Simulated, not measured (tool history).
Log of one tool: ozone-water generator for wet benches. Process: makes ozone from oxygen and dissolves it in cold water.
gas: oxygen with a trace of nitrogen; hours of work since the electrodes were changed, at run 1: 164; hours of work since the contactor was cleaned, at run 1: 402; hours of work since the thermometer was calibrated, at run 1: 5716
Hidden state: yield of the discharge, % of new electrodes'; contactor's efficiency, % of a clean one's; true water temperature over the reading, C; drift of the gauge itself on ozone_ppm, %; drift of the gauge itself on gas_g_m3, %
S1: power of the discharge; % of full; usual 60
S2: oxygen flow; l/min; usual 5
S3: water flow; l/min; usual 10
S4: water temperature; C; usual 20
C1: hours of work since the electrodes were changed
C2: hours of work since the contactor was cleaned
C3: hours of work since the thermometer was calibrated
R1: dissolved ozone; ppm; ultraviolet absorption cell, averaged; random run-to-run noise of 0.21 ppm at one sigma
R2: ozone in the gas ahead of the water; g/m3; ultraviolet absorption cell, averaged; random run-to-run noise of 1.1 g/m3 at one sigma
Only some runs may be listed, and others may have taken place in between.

run 1 day=0 | S1=60 S2=5 S3=10 S4=20 | C1=164 C2=402 C3=5716 | R1=30.5 R2=189.4
-- day=2.842 water thermometer calibrated
run 2 day=8.15 | S1=60 S2=5 S3=10 S4=20 | C1=316 C2=555 C3=100 | R1=30.6 R2=190
run 3 day=15.821 | S1=60 S2=5 S3=10 S4=20 | C1=460 C2=699 C3=243 | R1=30.4 R2=188.8
run 4 day=23.858 | S1=60 S2=5 S3=10 S4=20 | C1=611 C2=849 C3=394 | R1=30.4 R2=188.9
run 5 day=32.021 | S1=60 S2=5 S3=10 S4=20 | C1=764 C2=1002 C3=547 | R1=30.2 R2=189.6
run 6 day=37.829 | S1=60 S2=3.31 S3=10 S4=20 | C1=873 C2=1111 C3=656 | R1=30.5 R2=228.9
run 7 day=44.625 | S1=60 S2=3.31 S3=10 S4=20 | C1=1000 C2=1239 C3=783 | R1=30.7 R2=228.8
run 8 day=51.479 | S1=60 S2=3.31 S3=10 S4=16 | C1=1129 C2=1367 C3=912 | R1=32.7 R2=227.9
run 9 day=57.092 | S1=60 S2=4.42 S3=10 S4=20 | C1=1234 C2=1473 C3=1017 | R1=30.6 R2=201.1
run 10 day=63.162 | S1=60 S2=4.42 S3=10 S4=20 | C1=1348 C2=1586 C3=1131 | R1=30.6 R2=199.8
run 11 day=69.762 | S1=60 S2=4.42 S3=10 S4=20 | C1=1472 C2=1710 C3=1255 | R1=30.6 R2=200.7
run 12 day=76.217 | S1=60 S2=4.42 S3=10 S4=20 | C1=1593 C2=1831 C3=1376 | R1=30.5 R2=198.9
run 13 day=80.871 | S1=60 S2=5 S3=10 S4=20 | C1=1680 C2=1918 C3=1463 | R1=30.3 R2=188.5
run 14 day=86.075 | S1=73 S2=5 S3=10 S4=20 | C1=1778 C2=2016 C3=1561 | R1=36.3 R2=224.3
run 15 day=90.542 | S1=73 S2=5 S3=10 S4=20 | C1=1861 C2=2100 C3=1644 | R1=35.7 R2=221.7
run 16 day=96.396 | S1=73 S2=5 S3=10 S4=20 | C1=1971 C2=2209 C3=1754 | R1=36 R2=225
run 17 day=100.125 | S1=81 S2=5 S3=13 S4=24 | C1=2041 C2=2279 C3=1824 | R1=31.9 R2=242.1
run 18 day=104.071 | S1=81 S2=5 S3=13 S4=24 | C1=2115 C2=2353 C3=1898 | R1=31.9 R2=243.9
run 19 day=107.9 | S1=81 S2=5 S3=13 S4=24 | C1=2187 C2=2425 C3=1970 | R1=31.3 R2=243.9
run 20 day=113.579 | S1=81 S2=5 S3=13 S4=24 | C1=2293 C2=2532 C3=2076 | R1=31.6 R2=242.5
run 21 day=120.975 | S1=81 S2=3.59 S3=13 S4=16 | C1=2432 C2=2670 C3=2215 | R1=36.2 R2=281.1

What does the tool deliver on the next run?
run 22 day=126.742 | S1=52 S2=6.09 S3=7 S4=19 | C1=2540 C2=2779 C3=2323 | R1=? R2=?

{"run 22": {"R1": 31, "R2": 152.5}}
With the hidden condition absent and the run-to-run variation left alone, this run would have shown R1 31 ppm, R2 152.6 g/m3.

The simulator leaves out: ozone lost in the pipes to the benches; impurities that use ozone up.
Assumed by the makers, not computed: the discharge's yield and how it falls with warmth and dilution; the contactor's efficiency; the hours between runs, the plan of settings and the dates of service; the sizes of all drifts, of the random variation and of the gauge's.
